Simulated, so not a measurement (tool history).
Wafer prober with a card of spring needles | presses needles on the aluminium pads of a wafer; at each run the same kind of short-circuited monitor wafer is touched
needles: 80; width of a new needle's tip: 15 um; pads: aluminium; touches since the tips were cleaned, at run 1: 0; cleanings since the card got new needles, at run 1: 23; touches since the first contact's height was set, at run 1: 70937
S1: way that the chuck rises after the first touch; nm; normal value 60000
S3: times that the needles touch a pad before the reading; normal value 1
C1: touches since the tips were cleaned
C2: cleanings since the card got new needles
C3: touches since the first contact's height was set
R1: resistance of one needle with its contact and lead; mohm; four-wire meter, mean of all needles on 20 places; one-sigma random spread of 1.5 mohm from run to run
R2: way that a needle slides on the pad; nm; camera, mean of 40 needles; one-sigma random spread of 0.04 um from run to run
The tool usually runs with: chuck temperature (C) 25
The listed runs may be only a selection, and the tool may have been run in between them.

run 1 hour=0 | S1=60000 chuck_temperature_(C)=25 S3=1 | C1=0 C2=23 C3=70937 | R1=146 R2=15140
-- hour=31.2 tips cleaned on abrasive film
run 2 hour=32.5 | S1=60000 chuck_temperature_(C)=25 S3=1 | C1=340 C2=24 C3=79342 | R1=143 R2=15240
run 3 hour=56.9 | S1=41000 chuck_temperature_(C)=25 S3=1 | C1=6687 C2=24 C3=85689 | R1=155 R2=10380
-- hour=61 tips cleaned on abrasive film
run 4 hour=72 | S1=41000 chuck_temperature_(C)=25 S3=1 | C1=2871 C2=25 C3=89580 | R1=155 R2=10370
-- hour=90.7 tips cleaned on abrasive film
run 5 hour=96.7 | S1=41000 chuck_temperature_(C)=25 S3=1 | C1=1556 C2=26 C3=95957 | R1=150 R2=10350
-- hour=120.2 tips cleaned on abrasive film
run 6 hour=120.7 | S1=41000 chuck_temperature_(C)=25 S3=1 | C1=128 C2=27 C3=102167 | R1=153 R2=10370
run 7 hour=143.3 | S1=60000 chuck_temperature_(C)=31 S3=1 | C1=5976 C2=27 C3=108015 | R1=147 R2=15200
-- hour=150.1 tips cleaned on abrasive film
run 8 hour=166.5 | S1=60000 chuck_temperature_(C)=25 S3=1 | C1=4262 C2=28 C3=114031 | R1=147 R2=15190
-- hour=179.4 tips cleaned on abrasive film
run 9 hour=190.4 | S1=60000 chuck_temperature_(C)=25 S3=1 | C1=2836 C2=29 C3=120182 | R1=148 R2=15180
-- hour=210.9 tips cleaned on abrasive film
run 10 hour=219.7 | S1=60000 chuck_temperature_(C)=25 S3=1 | C1=2273 C2=30 C3=127764 | R1=143 R2=15170
-- hour=240.9 tips cleaned on abrasive film
run 11 hour=245.8 | S1=60000 chuck_temperature_(C)=25 S3=1 | C1=1268 C2=31 C3=134517 | R1=144 R2=15310
-- hour=249.9 height of the first contact set anew
run 12 hour=264.1 | S1=60000 chuck_temperature_(C)=25 S3=1 | C1=5933 C2=31 C3=3677 | R1=145 R2=15330
-- hour=270.8 tips cleaned on abrasive film
run 13 hour=287.2 | S1=61000 chuck_temperature_(C)=25 S3=1 | C1=4266 C2=32 C3=9663 | R1=148 R2=15530
-- hour=301.7 tips cleaned on abrasive film
run 14 hour=318.8 | S1=48000 chuck_temperature_(C)=39 S3=1 | C1=4422 C2=33 C3=17821 | R1=151 R2=12280
-- hour=331.7 tips cleaned on abrasive film
run 15 hour=339.4 | S1=67000 chuck_temperature_(C)=33 S3=1 | C1=2002 C2=34 C3=23152 | R1=147 R2=17130
-- hour=361.6 tips cleaned on abrasive film
run 16 hour=367.3 | S1=67000 chuck_temperature_(C)=33 S3=1 | C1=1465 C2=35 C3=30358 | R1=149 R2=17130
run 17 hour=386.6 | S1=69000 chuck_temperature_(C)=74 S3=1 | C1=6494 C2=35 C3=35387 | R1=153 R2=17670
-- hour=391.5 tips cleaned on abrasive film
-- hour=407.9 gauge calibrated
run 18 hour=408.8 | S1=69000 chuck_temperature_(C)=74 S3=1 | C1=4490 C2=36 C3=41113 | R1=153 R2=17410
-- hour=422.7 tips cleaned on abrasive film
run 19 hour=435.2 | S1=69000 chuck_temperature_(C)=41 S3=1 | C1=3236 C2=37 C3=47928 | R1=148 R2=17460
-- hour=454 tips cleaned on abrasive film
run 20 hour=465.4 | S1=69000 chuck_temperature_(C)=41 S3=1 | C1=2980 C2=38 C3=55759 | R1=147 R2=17470
-- hour=485 tips cleaned on abrasive film
run 21 hour=497.5 | S1=69000 chuck_temperature_(C)=41 S3=1 | C1=3241 C2=39 C3=64047 | R1=149 R2=17560
-- hour=514.3 tips cleaned on abrasive film
run 22 hour=530.3 | S1=52000 chuck_temperature_(C)=41 S3=1 | C1=4153 C2=40 C3=72528 | R1=149 R2=13190
-- hour=544.4 tips cleaned on abrasive film
run 23 hour=554.6 | S1=52000 chuck_temperature_(C)=41 S3=1 | C1=2661 C2=41 C3=78832 | R1=153 R2=13150
run 24 hour=568 | S1=69000 chuck_temperature_(C)=33 S3=2 | C1=6119 C2=41 C3=82290 | R1=145 R2=17480

Consider 4 possible next runs. They are alternatives, not a sequence: every one starts from the tool as it was left by run 24. What does each give?
-- hour=575.5 tips cleaned on abrasive film
run A hour=589.9 | S1=69000 chuck_temperature_(C)=61 S3=2 | C1=3727 C2=42 C3=87952 | R1=? R2=?
-- hour=575.5 tips cleaned on abrasive film
run B hour=589.9 | S1=72000 chuck_temperature_(C)=25 S3=2 | C1=3727 C2=42 C3=87952 | R1=? R2=?
-- hour=575.5 tips cleaned on abrasive film
run C hour=589.9 | S1=47000 chuck_temperature_(C)=33 S3=2 | C1=3727 C2=42 C3=87952 | R1=? R2=?
-- hour=575.5 tips cleaned on abrasive film
run D hour=589.9 | S1=61000 chuck_temperature_(C)=67 S3=1 | C1=3727 C2=42 C3=87952 | R1=? R2=?

run=A R1=150 R2=17580
run=B R1=144 R2=18310
run=C R1=150 R2=11990
run=D R1=157 R2=15430
Without the tool's hidden state the same runs would have given:
run=A R1=150 R2=17470
run=B R1=144 R2=18190
run=C R1=150 R2=11920
run=D R1=157 R2=15340

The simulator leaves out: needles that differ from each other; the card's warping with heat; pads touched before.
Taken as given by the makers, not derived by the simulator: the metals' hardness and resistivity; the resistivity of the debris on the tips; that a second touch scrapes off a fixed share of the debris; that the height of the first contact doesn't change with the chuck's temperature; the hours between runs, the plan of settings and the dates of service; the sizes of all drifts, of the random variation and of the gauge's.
